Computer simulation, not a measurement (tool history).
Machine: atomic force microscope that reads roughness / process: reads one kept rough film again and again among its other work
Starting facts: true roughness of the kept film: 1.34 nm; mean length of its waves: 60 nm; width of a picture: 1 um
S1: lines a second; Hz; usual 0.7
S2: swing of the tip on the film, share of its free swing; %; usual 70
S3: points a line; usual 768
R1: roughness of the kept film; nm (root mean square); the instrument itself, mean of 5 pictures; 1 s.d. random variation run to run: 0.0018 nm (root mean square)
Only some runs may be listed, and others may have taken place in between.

{"run": 1, "hour": 0.0, "S1": 0.7, "S2": 70, "S3": 768, "R1": 1.274}
{"run": 2, "hour": 41.1, "S1": 0.7, "S2": 70, "S3": 768, "R1": 1.273}
{"run": 3, "hour": 69.6, "S1": 0.7, "S2": 70, "S3": 768, "R1": 1.27}
{"run": 4, "hour": 89.8, "S1": 0.7, "S2": 70, "S3": 768, "R1": 1.266}
{"hour": 98.3, "done": "new tip fitted"}
{"run": 5, "hour": 116.1, "S1": 0.7, "S2": 70, "S3": 768, "R1": 1.291}
{"run": 6, "hour": 161.3, "S1": 0.7, "S2": 70, "S3": 682, "R1": 1.282}
{"run": 7, "hour": 203.8, "S1": 0.7, "S2": 70, "S3": 682, "R1": 1.278}
{"run": 8, "hour": 229.2, "S1": 0.7, "S2": 70, "S3": 682, "R1": 1.277}
{"run": 9, "hour": 272.5, "S1": 0.7, "S2": 70, "S3": 682, "R1": 1.269}
{"hour": 285.3, "done": "new tip fitted"}
{"run": 10, "hour": 312.1, "S1": 0.7, "S2": 70, "S3": 682, "R1": 1.288}
{"run": 11, "hour": 336.3, "S1": 0.7, "S2": 70, "S3": 682, "R1": 1.285}
{"run": 12, "hour": 360.2, "S1": 0.7, "S2": 70, "S3": 682, "R1": 1.285}
{"run": 13, "hour": 382.6, "S1": 0.7, "S2": 70, "S3": 682, "R1": 1.28}
{"hour": 387.1, "done": "height scale calibrated on a step standard"}
{"run": 14, "hour": 427.1, "S1": 0.7, "S2": 70, "S3": 682, "R1": 1.277}
{"hour": 474.0, "done": "new tip fitted"}
{"run": 15, "hour": 474.0, "S1": 0.7, "S2": 70, "S3": 682, "R1": 1.297}
{"run": 16, "hour": 515.7, "S1": 0.7, "S2": 70, "S3": 768, "R1": 1.29}
{"run": 17, "hour": 562.8, "S1": 0.7, "S2": 70, "S3": 768, "R1": 1.285}
{"run": 18, "hour": 586.9, "S1": 0.7, "S2": 70, "S3": 768, "R1": 1.283}
{"run": 19, "hour": 614.1, "S1": 2.512, "S2": 70, "S3": 363, "R1": 1.194}
{"run": 20, "hour": 643.1, "S1": 2.512, "S2": 70, "S3": 363, "R1": 1.194}
{"hour": 660.5, "done": "new tip fitted"}
{"hour": 670.1, "done": "height scale calibrated on a step standard, once more"}
{"run": 21, "hour": 687.1, "S1": 2.512, "S2": 70, "S3": 363, "R1": 1.206}
{"run": 22, "hour": 710.9, "S1": 1.147, "S2": 56, "S3": 512, "R1": 1.296}
{"run": 23, "hour": 734.5, "S1": 1.147, "S2": 56, "S3": 512, "R1": 1.289}
{"run": 24, "hour": 756.8, "S1": 0.974, "S2": 62, "S3": 512, "R1": 1.282}
{"run": 25, "hour": 789.0, "S1": 0.85, "S2": 83, "S3": 341, "R1": 1.224}
{"run": 26, "hour": 819.4, "S1": 0.85, "S2": 83, "S3": 341, "R1": 1.222}
{"run": 27, "hour": 843.4, "S1": 0.85, "S2": 83, "S3": 341, "R1": 1.218}
{"hour": 850.3, "done": "new tip fitted"}
{"run": 28, "hour": 869.7, "S1": 1.231, "S2": 83, "S3": 341, "R1": 1.21}
{"run": 29, "hour": 890.2, "S1": 1.231, "S2": 83, "S3": 341, "R1": 1.212}
{"run": 30, "hour": 920.2, "S1": 2.257, "S2": 69, "S3": 308, "R1": 1.219}
{"run": 31, "hour": 958.7, "S1": 3.296, "S2": 79, "S3": 768, "R1": 1.094}
{"run": 32, "hour": 981.4, "S1": 2.544, "S2": 88, "S3": 396, "R1": 1.058}
{"run": 33, "hour": 1028.4, "S1": 1.387, "S2": 80, "S3": 768, "R1": 1.195}
{"hour": 1039.2, "done": "new tip fitted"}
{"run": 34, "hour": 1048.6, "S1": 2.88, "S2": 63, "S3": 373, "R1": 1.238}
{"run": 35, "hour": 1069.9, "S1": 3.464, "S2": 58, "S3": 335, "R1": 1.244}
{"run": 36, "hour": 1102.1, "S1": 1.584, "S2": 75, "S3": 768, "R1": 1.225}

4 ways to go on from here, each from the tool as it stands after run 36. What would each give?
{"run": "A", "hour": 1143.4, "S1": 1.158, "S2": 68, "S3": 791, "R1": "?"}
{"run": "B", "hour": 1143.4, "S1": 1.207, "S2": 70, "S3": 768, "R1": "?"}
{"run": "C", "hour": 1143.4, "S1": 0.752, "S2": 77, "S3": 402, "R1": "?"}
{"run": "D", "hour": 1143.4, "S1": 1.584, "S2": 60, "S3": 768, "R1": "?"}

run=A R1=1.265
run=B R1=1.258
run=C R1=1.263
run=D R1=1.274
Take away the tool's hidden state, keep each run's random variation, and the runs would have read:
run=A R1=1.277
run=B R1=1.271
run=C R1=1.275
run=D R1=1.286

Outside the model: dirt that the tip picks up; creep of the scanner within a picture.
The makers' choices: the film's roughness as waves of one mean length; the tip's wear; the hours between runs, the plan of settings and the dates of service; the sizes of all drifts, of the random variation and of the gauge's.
